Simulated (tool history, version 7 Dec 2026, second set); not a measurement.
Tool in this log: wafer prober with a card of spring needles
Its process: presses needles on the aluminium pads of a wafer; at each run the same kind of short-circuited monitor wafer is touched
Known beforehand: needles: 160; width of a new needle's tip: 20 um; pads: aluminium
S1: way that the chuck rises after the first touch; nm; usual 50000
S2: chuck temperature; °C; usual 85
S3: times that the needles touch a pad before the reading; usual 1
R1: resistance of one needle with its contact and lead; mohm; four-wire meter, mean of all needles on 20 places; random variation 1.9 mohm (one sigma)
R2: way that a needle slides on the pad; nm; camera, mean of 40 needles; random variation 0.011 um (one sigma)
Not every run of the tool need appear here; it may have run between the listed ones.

Run 1, hour 0.0: usual settings. Result: R1 195 mohm, R2 8710 nm.
Run 2, hour 22.0: usual settings. Result: R1 201 mohm, R2 8730 nm.
Run 3, hour 41.2: usual settings. Result: R1 201 mohm, R2 8720 nm.
Run 4, hour 59.9: usual settings. Result: R1 198 mohm, R2 8730 nm.
Run 5, hour 84.7: usual settings. Result: R1 200 mohm, R2 8740 nm.
Run 6, hour 116.0: usual settings but S2 109 °C. Result: R1 207 mohm, R2 8720 nm.
Run 7, hour 140.1: usual settings but S2 109 °C, S3 2. Result: R1 207 mohm, R2 8720 nm.
Run 8, hour 181.0: usual settings but S2 56 °C, S3 2. Result: R1 192 mohm, R2 8750 nm.
Run 9, hour 202.4: usual settings. Result: R1 200 mohm, R2 8770 nm.
Run 10, hour 236.3: usual settings but S2 44 °C. Result: R1 192 mohm, R2 8770 nm.
Run 11, hour 256.4: usual settings but S2 44 °C. Result: R1 187 mohm, R2 8780 nm.
Run 12, hour 293.0: usual settings but S2 44 °C. Result: R1 193 mohm, R2 8800 nm.
Run 13, hour 314.2: usual settings but S1 61000 nm. Result: R1 192 mohm, R2 10730 nm.
Run 14, hour 345.5: usual settings but S1 61000 nm. Result: R1 193 mohm, R2 10760 nm.
Run 15, hour 370.2: usual settings but S3 3. Result: R1 202 mohm, R2 8810 nm.
Run 16, hour 412.8: usual settings. Result: R1 201 mohm, R2 8800 nm.
Run 17, hour 438.6: usual settings. Result: R1 204 mohm, R2 8810 nm.
Run 18, hour 469.6: usual settings but S3 2. Result: R1 200 mohm, R2 8820 nm.
Run 19, hour 501.7: usual settings but S1 49000 nm, S2 58 °C. Result: R1 198 mohm, R2 8650 nm.
Run 20, hour 534.3: usual settings but S1 46000 nm, S2 57 °C, S3 2. Result: R1 197 mohm, R2 8140 nm.
Run 21, hour 563.6: usual settings but S1 46000 nm, S2 89 °C, S3 2. Result: R1 208 mohm, R2 8150 nm.
Run 22, hour 586.2: usual settings but S1 46000 nm, S2 48 °C. Result: R1 198 mohm, R2 8150 nm.
Run 23, hour 607.7: usual settings but S1 39000 nm, S2 78 °C. Result: R1 208 mohm, R2 6920 nm.
Run 24, hour 643.8: usual settings but S1 39000 nm, S2 78 °C. Result: R1 210 mohm, R2 6930 nm.
Run 25, hour 663.2: usual settings but S1 55000 nm, S2 28 °C, S3 2. Result: R1 184 mohm, R2 9770 nm.
Run 26, hour 684.2: usual settings but S1 44000 nm, S2 29 °C, S3 2. Result: R1 190 mohm, R2 7820 nm.
Run 27, hour 726.0: usual settings but S1 44000 nm, S2 29 °C, S3 2. Result: R1 191 mohm, R2 7820 nm.
Run 28, hour 766.8: usual settings but S1 44000 nm, S2 120 °C, S3 3. Result: R1 213 mohm, R2 7660 nm.
Run 29, hour 786.4: usual settings but S1 69000 nm, S2 64 °C. Result: R1 188 mohm, R2 12010 nm.
Run 30, hour 815.5: usual settings but S3 2. Result: R1 198 mohm, R2 8730 nm.
Run 31, hour 840.0: usual settings but S1 35000 nm. Result: R1 219 mohm, R2 6090 nm.

Between the runs listed above, the log contained 58 entries, not reproduced here. Where in the sequence does each belong, and how does what the log doesn't record of the tool's condition differ from the listed run before to the listed run after?
After run 1, before run 2: tips cleaned on abrasive film (hour 9.6)
  drift of the gauge itself on scrub_um, %: 0 -> 0.06
  measured minus no-state result, R2: +0 -> +0 nm
After run 2, before run 3: tips cleaned on abrasive film (hour 25.8); tips cleaned on abrasive film (hour 41.2)
  debris on the tips, nm: 0.2 -> 0; drift of the gauge itself on scrub_um, %: 0.06 -> 0.12
  measured minus no-state result, R2: +0 -> +10 nm
After run 3, before run 4: tips cleaned on abrasive film (hour 58.4)
  debris on the tips, nm: 0 -> 0.1; drift of the gauge itself on scrub_um, %: 0.12 -> 0.18
  measured minus no-state result, R2: +10 -> +10 nm
After run 4, before run 5: height of the first contact set anew (hour 65.2); tips cleaned on abrasive film (hour 74.4)
  debris on the tips, nm: 0.1 -> 0.2; drift of the gauge itself on scrub_um, %: 0.18 -> 0.25
  measured minus no-state result, R2: +10 -> +20 nm
After run 5, before run 6: tips cleaned on abrasive film (hour 91.4); tips cleaned on abrasive film (hour 108.0)
  drift of the gauge itself on scrub_um, %: 0.25 -> 0.34
  measured minus no-state result, R2: +20 -> +30 nm
After run 6, before run 7: tips cleaned on abrasive film (hour 123.9); tips cleaned on abrasive film (hour 140.1)
  debris on the tips, nm: 0.2 -> 0; drift of the gauge itself on scrub_um, %: 0.34 -> 0.41
  measured minus no-state result, R2: +30 -> +40 nm
After run 7, before run 8: tips cleaned on abrasive film (hour 156.4); tips cleaned on abrasive film (hour 172.3)
  debris on the tips, nm: 0 -> 0.2; drift of the gauge itself on scrub_um, %: 0.41 -> 0.53
  measured minus no-state result, R2: +40 -> +40 nm
After run 8, before run 9: tips cleaned on abrasive film (hour 187.8)
  drift of the gauge itself on scrub_um, %: 0.53 -> 0.59
  measured minus no-state result, R2: +40 -> +50 nm
After run 9, before run 10: tips cleaned on abrasive film (hour 204.3); tips cleaned on abrasive film (hour 222.2); height of the first contact set anew (hour 234.0)
  drift of the gauge itself on scrub_um, %: 0.59 -> 0.69
  measured minus no-state result, R2: +50 -> +60 nm
After run 10, before run 11: tips cleaned on abrasive film (hour 239.8); tips cleaned on abrasive film (hour 255.0)
  debris on the tips, nm: 0.2 -> 0.1; drift of the gauge itself on scrub_um, %: 0.69 -> 0.75
  measured minus no-state result, R2: +60 -> +70 nm
After run 11, before run 12: tips cleaned on abrasive film (hour 270.5); tips cleaned on abrasive film (hour 287.7)
  debris on the tips, nm: 0.1 -> 0.2; drift of the gauge itself on scrub_um, %: 0.75 -> 0.85
  measured minus no-state result, R2: +70 -> +70 nm
After run 12, before run 13: tips cleaned on abrasive film (hour 302.6)
  drift of the gauge itself on scrub_um, %: 0.85 -> 0.92
  measured minus no-state result, R2: +70 -> +100 nm
After run 13, before run 14: tips cleaned on abrasive film (hour 319.3); tips cleaned on abrasive film (hour 336.2)
  drift of the gauge itself on scrub_um, %: 0.92 -> 1.01
  measured minus no-state result, R2: +100 -> +110 nm
After run 14, before run 15: tips cleaned on abrasive film (hour 353.2); tips cleaned on abrasive film (hour 368.3)
  debris on the tips, nm: 0.2 -> 0.1; drift of the gauge itself on scrub_um, %: 1.01 -> 1.08
  measured minus no-state result, R2: +110 -> +100 nm
After run 15, before run 16: tips cleaned on abrasive film (hour 383.1); tips cleaned on abrasive film (hour 400.7); height of the first contact set anew (hour 401.0)
  debris on the tips, nm: 0.1 -> 0.2; drift of the gauge itself on scrub_um, %: 1.08 -> 1.2
  measured minus no-state result, R2: +100 -> +100 nm
After run 16, before run 17: tips cleaned on abrasive film (hour 416.2); tips cleaned on abrasive film (hour 432.5)
  drift of the gauge itself on scrub_um, %: 1.2 -> 1.28
  measured minus no-state result, R2: +100 -> +110 nm
After run 17, before run 18: tips cleaned on abrasive film (hour 449.2); tips cleaned on abrasive film (hour 465.6)
  debris on the tips, nm: 0.2 -> 0.1; drift of the gauge itself on scrub_um, %: 1.28 -> 1.37
  measured minus no-state result, R2: +110 -> +120 nm
After run 18, before run 19: tips cleaned on abrasive film (hour 482.6); tips cleaned on abrasive film (hour 497.8)
  drift of the gauge itself on scrub_um, %: 1.37 -> 1.46
  measured minus no-state result, R2: +120 -> +120 nm
After run 19, before run 20: tips cleaned on abrasive film (hour 513.7); tips cleaned on abrasive film (hour 529.1)
  debris on the tips, nm: 0.1 -> 0.2; drift of the gauge itself on scrub_um, %: 1.46 -> 1.56
  measured minus no-state result, R2: +120 -> +120 nm
After run 20, before run 21: tips cleaned on abrasive film (hour 544.0); tips cleaned on abrasive film (hour 561.3)
  debris on the tips, nm: 0.2 -> 0.1; drift of the gauge itself on scrub_um, %: 1.56 -> 1.64
  measured minus no-state result, R2: +120 -> +140 nm
After run 21, before run 22: height of the first contact set anew (hour 567.6); tips cleaned on abrasive film (hour 580.0)
  debris on the tips, nm: 0.1 -> 0.2; drift of the gauge itself on scrub_um, %: 1.64 -> 1.71
  measured minus no-state result, R2: +140 -> +130 nm
After run 22, before run 23: tips cleaned on abrasive film (hour 594.9)
  drift of the gauge itself on scrub_um, %: 1.71 -> 1.77
  measured minus no-state result, R2: +130 -> +120 nm
After run 23, before run 24: tips cleaned on abrasive film (hour 611.5); tips cleaned on abrasive film (hour 627.5); tips cleaned on abrasive film (hour 643.6)
  debris on the tips, nm: 0.2 -> 0; drift of the gauge itself on scrub_um, %: 1.77 -> 1.88
  measured minus no-state result, R2: +120 -> +130 nm
After run 24, before run 25: tips cleaned on abrasive film (hour 661.0)
  debris on the tips, nm: 0 -> 0.1; drift of the gauge itself on scrub_um, %: 1.88 -> 1.94
  measured minus no-state result, R2: +130 -> +180 nm
After run 25, before run 26: tips cleaned on abrasive film (hour 676.3)
  debris on the tips, nm: 0.1 -> 0.2; drift of the gauge itself on scrub_um, %: 1.94 -> 2
  measured minus no-state result, R2: +180 -> +150 nm
After run 26, before run 27: tips cleaned on abrasive film (hour 692.7); tips cleaned on abrasive film (hour 709.6); tips cleaned on abrasive film (hour 725.7)
  debris on the tips, nm: 0.2 -> 0; drift of the gauge itself on scrub_um, %: 2 -> 2.12
  measured minus no-state result, R2: +150 -> +160 nm
After run 27, before run 28: gauge calibrated (hour 737.1); height of the first contact set anew (hour 737.4); tips cleaned on abrasive film (hour 744.4); tips cleaned on abrasive film (hour 759.6)
  debris on the tips, nm: 0 -> 0.2; drift of the gauge itself on scrub_um, %: 2.12 -> 0.09
  measured minus no-state result, R2: +160 -> +0 nm
After run 28, before run 29: tips cleaned on abrasive film (hour 777.5)
  drift of the gauge itself on scrub_um, %: 0.09 -> 0.14
  measured minus no-state result, R2: +0 -> +10 nm
After run 29, before run 30: tips cleaned on abrasive film (hour 793.4); tips cleaned on abrasive film (hour 808.9)
  drift of the gauge itself on scrub_um, %: 0.14 -> 0.23
  measured minus no-state result, R2: +10 -> +20 nm
After run 30, before run 31: tips cleaned on abrasive film (hour 825.0); tips cleaned on abrasive film (hour 840.0)
  debris on the tips, nm: 0.2 -> 0; drift of the gauge itself on scrub_um, %: 0.23 -> 0.3
  measured minus no-state result, R2: +20 -> +10 nm
